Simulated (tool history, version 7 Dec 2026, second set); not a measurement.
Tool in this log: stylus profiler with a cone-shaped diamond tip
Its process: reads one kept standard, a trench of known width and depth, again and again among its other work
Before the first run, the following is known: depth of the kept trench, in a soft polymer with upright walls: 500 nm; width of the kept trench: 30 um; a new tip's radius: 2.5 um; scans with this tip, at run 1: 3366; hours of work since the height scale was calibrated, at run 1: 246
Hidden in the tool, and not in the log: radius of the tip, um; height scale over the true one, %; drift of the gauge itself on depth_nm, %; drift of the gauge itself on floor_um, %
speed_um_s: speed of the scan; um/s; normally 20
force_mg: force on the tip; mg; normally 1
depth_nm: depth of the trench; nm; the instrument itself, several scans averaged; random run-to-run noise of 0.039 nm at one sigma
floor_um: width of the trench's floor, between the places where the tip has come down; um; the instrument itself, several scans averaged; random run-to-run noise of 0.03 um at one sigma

| run | day | speed_um_s | force_mg | scans with this tip | hours of work since the height scale was calibrated | depth_nm | floor_um |
|---|---|---|---|---|---|---|---|
| 1 | 0 | 20 | 1 | 3366 | 246 | 502.69 | 26.74 |
| 2 | 1.1 | 20 | 1 | 3592 | 262 | 502.76 | 26.75 |
| 3 | 2.217 | 20 | 1 | 3821 | 279 | 502.84 | 26.73 |
| 4 | 3.025 | 20 | 1 | 3988 | 291 | 502.76 | 26.71 |
| 5 | 4.517 | 20 | 2.2 | 4294 | 313 | 504.61 | 26.68 |
| 6 | 5.712 | 20 | 2.2 | 4539 | 331 | 504.63 | 26.73 |
| 7 | 6.371 | 20 | 2.2 | 4674 | 341 | 504.63 | 26.66 |
| 8 | 7.338 | 20 | 2.2 | 4872 | 356 | 504.64 | 26.71 |
| 9 | 8.704 | 20 | 1 | 5153 | 376 | 502.85 | 26.65 |
| 10 | 9.842 | 25 | 1 | 5387 | 393 | 502.84 | 26.6 |
| 11 | 11.233 | 13 | 1 | 5673 | 414 | 502.89 | 26.64 |
| 12 | 12.442 | 13 | 1 | 5921 | 432 | 502.91 | 26.63 |
| 13 | 13.342 | 20 | 1 | 6105 | 446 | 502.92 | 26.59 |
| 14 | 14.7 | 20 | 1 | 6384 | 466 | 502.93 | 26.55 |
| 15 | 16.117 | 20 | 1 | 6675 | 487 | 502.94 | 26.58 |
| 16 | 17.217 | 20 | 1 | 6901 | 504 | 502.95 | 26.53 |
| 17 | 18.396 | 20 | 1 | 7143 | 521 | 503.04 | 26.48 |
| 18 | 19.767 | 12 | 1 | 7425 | 542 | 502.93 | 26.54 |
| 19 | 20.55 | 12 | 1.91 | 7585 | 554 | 504.42 | 26.53 |
| 20 | 21.229 | 14 | 1.91 | 7725 | 564 | 504.44 | 26.52 |
| 21 | 21.917 | 16 | 0.5 | 7865 | 574 | 502.1 | 26.45 |
| 22 | 23.342 | 16 | 0.5 | 8159 | 595 | 502.03 | 26.44 |
| 23 | 24.029 | 16 | 0.39 | 8300 | 606 | 501.82 | 26.37 |
| 24 | 25.1 | 52 | 0.39 | 8519 | 622 | 501.83 | 26.15 |
| 25 | 26.35 | 20 | 0.89 | 8776 | 640 | 502.84 | 26.41 |
| 26 | 27 | 20 | 0.89 | 8910 | 650 | 502.86 | 26.42 |
| 27 | 27.671 | 20 | 0.89 | 9047 | 660 | 502.81 | 26.41 |
| 28 | 29.15 | 44 | 2.39 | 9351 | 682 | 505.16 | 26.36 |
| 29 | 30.579 | 44 | 2.39 | 9644 | 704 | 505.21 | 26.3 |
| 30 | 31.967 | 10 | 1 | 9929 | 725 | 503.1 | 26.42 |
| 31 | 33.208 | 16 | 1.58 | 10184 | 743 | 504.12 | 26.37 |
| 32 | 33.975 | 43 | 0.88 | 10342 | 755 | 502.92 | 26.24 |
| 33 | 35.325 | 43 | 0.88 | 10619 | 775 | 502.91 | 26.19 |
| 34 | 36.329 | 43 | 0.88 | 10825 | 790 | 502.95 | 26.21 |
| 35 | 37.033 | 58 | 2.55 | 10970 | 801 | 505.54 | 26.19 |

Results for each run, recomputed without the tool's hidden state and with each run's random variation untouched:
| run | depth_nm | floor_um |
|---|---|---|
| 1 | 502.54 | 26.91 |
| 2 | 502.59 | 26.93 |
| 3 | 502.66 | 26.93 |
| 4 | 502.57 | 26.91 |
| 5 | 504.4 | 26.9 |
| 6 | 504.42 | 26.96 |
| 7 | 504.4 | 26.91 |
| 8 | 504.41 | 26.97 |
| 9 | 502.59 | 26.92 |
| 10 | 502.57 | 26.89 |
| 11 | 502.61 | 26.95 |
| 12 | 502.61 | 26.95 |
| 13 | 502.62 | 26.93 |
| 14 | 502.61 | 26.9 |
| 15 | 502.61 | 26.95 |
| 16 | 502.59 | 26.91 |
| 17 | 502.67 | 26.88 |
| 18 | 502.54 | 26.95 |
| 19 | 504.03 | 26.95 |
| 20 | 504.04 | 26.95 |
| 21 | 501.69 | 26.88 |
| 22 | 501.61 | 26.89 |
| 23 | 501.39 | 26.83 |
| 24 | 501.39 | 26.62 |
| 25 | 502.38 | 26.9 |
| 26 | 502.4 | 26.91 |
| 27 | 502.34 | 26.91 |
| 28 | 504.67 | 26.88 |
| 29 | 504.7 | 26.84 |
| 30 | 502.58 | 26.97 |
| 31 | 503.58 | 26.94 |
| 32 | 502.37 | 26.82 |
| 33 | 502.35 | 26.78 |
| 34 | 502.38 | 26.82 |
| 35 | 504.96 | 26.8 |

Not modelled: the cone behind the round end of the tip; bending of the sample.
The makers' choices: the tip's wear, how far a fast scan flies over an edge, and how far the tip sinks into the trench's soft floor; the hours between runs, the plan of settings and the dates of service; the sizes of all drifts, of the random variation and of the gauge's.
